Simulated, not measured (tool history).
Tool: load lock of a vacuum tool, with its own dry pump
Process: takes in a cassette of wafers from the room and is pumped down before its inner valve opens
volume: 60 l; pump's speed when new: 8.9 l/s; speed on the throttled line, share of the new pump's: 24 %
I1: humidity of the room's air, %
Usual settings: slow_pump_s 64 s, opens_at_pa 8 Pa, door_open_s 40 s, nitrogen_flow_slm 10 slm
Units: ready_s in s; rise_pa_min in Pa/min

run 1 hour=0 | slow_pump_s=64 opens_at_pa=8 door_open_s=40 nitrogen_flow_slm=10 | I1=45.1 | ready_s=113.7 rise_pa_min=0.028
run 2 hour=282.3 | slow_pump_s=64 opens_at_pa=8 door_open_s=40 nitrogen_flow_slm=12 | I1=44.9 | ready_s=113.3 rise_pa_min=0.021
run 3 hour=948.2 | slow_pump_s=64 opens_at_pa=8 door_open_s=40 nitrogen_flow_slm=12 | I1=44.7 | ready_s=111.6 rise_pa_min=0.021
run 4 hour=1227.9 | slow_pump_s=64 opens_at_pa=8 door_open_s=40 nitrogen_flow_slm=12 | I1=44.4 | ready_s=112.9 rise_pa_min=0.024
run 5 hour=1798.7 | slow_pump_s=64 opens_at_pa=8 door_open_s=40 nitrogen_flow_slm=12 | I1=43.1 | ready_s=113.4 rise_pa_min=0.023
run 6 hour=2281.1 | slow_pump_s=64 opens_at_pa=8 door_open_s=40 nitrogen_flow_slm=12 | I1=46.4 | ready_s=112.9 rise_pa_min=0.023
run 7 hour=2929.7 | slow_pump_s=64 opens_at_pa=8 door_open_s=40 nitrogen_flow_slm=10 | I1=48 | ready_s=112.9 rise_pa_min=0.03
run 8 hour=3582.8 | slow_pump_s=64 opens_at_pa=8 door_open_s=40 nitrogen_flow_slm=10 | I1=47.3 | ready_s=114.1 rise_pa_min=0.028
run 9 hour=4217.6 | slow_pump_s=64 opens_at_pa=8 door_open_s=40 nitrogen_flow_slm=10 | I1=46.2 | ready_s=112.9 rise_pa_min=0.019
run 10 hour=4750.9 | slow_pump_s=64 opens_at_pa=8 door_open_s=40 nitrogen_flow_slm=10 | I1=41.1 | ready_s=113.6 rise_pa_min=0.024
run 11 hour=5126.7 | slow_pump_s=64 opens_at_pa=8 door_open_s=40 nitrogen_flow_slm=10 | I1=41.2 | ready_s=113.2 rise_pa_min=0.024
run 12 hour=5411.9 | slow_pump_s=64 opens_at_pa=8 door_open_s=40 nitrogen_flow_slm=8 | I1=44.2 | ready_s=113.9 rise_pa_min=0.028
run 13 hour=6025.6 | slow_pump_s=64 opens_at_pa=8 door_open_s=40 nitrogen_flow_slm=10 | I1=42.9 | ready_s=113.1 rise_pa_min=0.023
run 14 hour=6460.5 | slow_pump_s=64 opens_at_pa=8 door_open_s=40 nitrogen_flow_slm=10 | I1=44 | ready_s=114 rise_pa_min=0.024
run 15 hour=7089.7 | slow_pump_s=64 opens_at_pa=8 door_open_s=40 nitrogen_flow_slm=10 | I1=43.9 | ready_s=114.3 rise_pa_min=0.022
run 16 hour=7522 | slow_pump_s=64 opens_at_pa=8 door_open_s=40 nitrogen_flow_slm=10 | I1=44.1 | ready_s=114.6 rise_pa_min=0.025
run 17 hour=8167.5 | slow_pump_s=64 opens_at_pa=8 door_open_s=40 nitrogen_flow_slm=10 | I1=41.9 | ready_s=112.4 rise_pa_min=0.021
run 18 hour=8566 | slow_pump_s=64 opens_at_pa=8 door_open_s=40 nitrogen_flow_slm=31 | I1=44.6 | ready_s=113.8 rise_pa_min=0.019
run 19 hour=8893.4 | slow_pump_s=64 opens_at_pa=8 door_open_s=155 nitrogen_flow_slm=19 | I1=47 | ready_s=113.9 rise_pa_min=0.045
run 20 hour=9165.7 | slow_pump_s=64 opens_at_pa=8 door_open_s=155 nitrogen_flow_slm=19 | I1=45.3 | ready_s=114.4 rise_pa_min=0.045
run 21 hour=9813.9 | slow_pump_s=121 opens_at_pa=8 door_open_s=155 nitrogen_flow_slm=19 | I1=44.4 | ready_s=156.2 rise_pa_min=0.051
run 22 hour=10455.9 | slow_pump_s=38 opens_at_pa=6 door_open_s=44 nitrogen_flow_slm=12 | I1=48.5 | ready_s=95.7 rise_pa_min=0.027
run 23 hour=10922.2 | slow_pump_s=38 opens_at_pa=6 door_open_s=44 nitrogen_flow_slm=12 | I1=41.5 | ready_s=96.8 rise_pa_min=0.024
run 24 hour=11322 | slow_pump_s=38 opens_at_pa=6 door_open_s=44 nitrogen_flow_slm=12 | I1=43.9 | ready_s=96.2 rise_pa_min=0.025
run 25 hour=11759 | slow_pump_s=38 opens_at_pa=6 door_open_s=44 nitrogen_flow_slm=12 | I1=42.9 | ready_s=96 rise_pa_min=0.021
run 26 hour=12382.8 | slow_pump_s=38 opens_at_pa=6 door_open_s=29 nitrogen_flow_slm=15 | I1=46.8 | ready_s=94.4 rise_pa_min=0.021
run 27 hour=13042.3 | slow_pump_s=87 opens_at_pa=8 door_open_s=114 nitrogen_flow_slm=25 | I1=45.2 | ready_s=129.3 rise_pa_min=0.035
run 28 hour=13709.1 | slow_pump_s=87 opens_at_pa=9 door_open_s=114 nitrogen_flow_slm=25 | I1=45.4 | ready_s=130.7 rise_pa_min=0.04
run 29 hour=14047.4 | slow_pump_s=37 opens_at_pa=9 door_open_s=161 nitrogen_flow_slm=7 | I1=41.9 | ready_s=92.1 rise_pa_min=0.063
run 30 hour=14360.4 | slow_pump_s=119 opens_at_pa=8 door_open_s=40 nitrogen_flow_slm=15 | I1=45.7 | ready_s=155.1 rise_pa_min=0.026
run 31 hour=14837.6 | slow_pump_s=119 opens_at_pa=8 door_open_s=40 nitrogen_flow_slm=15 | I1=46.7 | ready_s=154.1 rise_pa_min=0.024
run 32 hour=15234.5 | slow_pump_s=119 opens_at_pa=8 door_open_s=40 nitrogen_flow_slm=15 | I1=42.8 | ready_s=156 rise_pa_min=0.02
run 33 hour=15605.1 | slow_pump_s=64 opens_at_pa=8 door_open_s=81 nitrogen_flow_slm=7 | I1=44.7 | ready_s=113.7 rise_pa_min=0.042
run 34 hour=16118.9 | slow_pump_s=64 opens_at_pa=8 door_open_s=81 nitrogen_flow_slm=7 | I1=44.6 | ready_s=114 rise_pa_min=0.037
run 35 hour=16638 | slow_pump_s=64 opens_at_pa=7 door_open_s=36 nitrogen_flow_slm=44 | I1=45.8 | ready_s=113.1 rise_pa_min=0.015
run 36 hour=17034.6 | slow_pump_s=109 opens_at_pa=8 door_open_s=180 nitrogen_flow_slm=10 | I1=44.8 | ready_s=146.6 rise_pa_min=0.065

Taken out of this log: 1 entry between the listed runs. Where each belongs, and how the hidden state differs across it:
Between runs 18 and 19: dry pump taken out, an overhauled one fitted (hour 8689.2)
  pump's speed, % of a new pump's: 99.9 -> 100; leak at the door's seal, Pa l/s: 0.0026 -> 0.0027
